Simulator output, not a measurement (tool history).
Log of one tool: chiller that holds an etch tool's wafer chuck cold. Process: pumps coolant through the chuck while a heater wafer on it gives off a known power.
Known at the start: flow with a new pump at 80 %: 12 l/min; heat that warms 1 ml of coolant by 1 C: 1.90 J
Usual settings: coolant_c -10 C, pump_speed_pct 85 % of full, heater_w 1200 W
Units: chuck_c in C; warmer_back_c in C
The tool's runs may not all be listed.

run   hour  coolant_c  pump_speed_pct  heater_w  chuck_c  warmer_back_c
  1    0.0        -10              85      1200     -0.6           3.14
  2   70.8        -10              85      1200     -0.4           3.22
  3  127.8        -10              85      1200     -0.4           3.18
  4  162.7        -10              85      1200     -0.4           3.18
     170.9  -- coolant pump overhauled
  5  202.6        -10              85      1200     -0.3           3.29
  6  251.8        -10              85      1200     -0.4           3.28
  7  297.3         -9              86      1200      0.6           3.25
  8  341.8         -3              71       742      4.2           2.44
  9  383.0        -14              79       742     -7.3           2.20
     447.1  -- coolant pump overhauled, once more
 10  458.2        -10              79      1259      0.3           3.36

Forecast each of these 4 alternatives for the next run:
  A  498.4        -10              96      1200        ?              ?
  B  498.4         -5              67      1092        ?              ?
  C  498.4        -10              63      1200        ?              ?
  D  498.4         -4              85       941        ?              ?

run  chuck_c  warmer_back_c
  A     -1.5           2.63
  B      4.9           3.52
  C      1.2           4.05
  D      3.5           2.27
Without the tool's hidden state the same runs would have given:
run  chuck_c  warmer_back_c
  A     -2.9           2.62
  B      3.4           3.51
  C     -0.4           4.04
  D      2.3           2.26
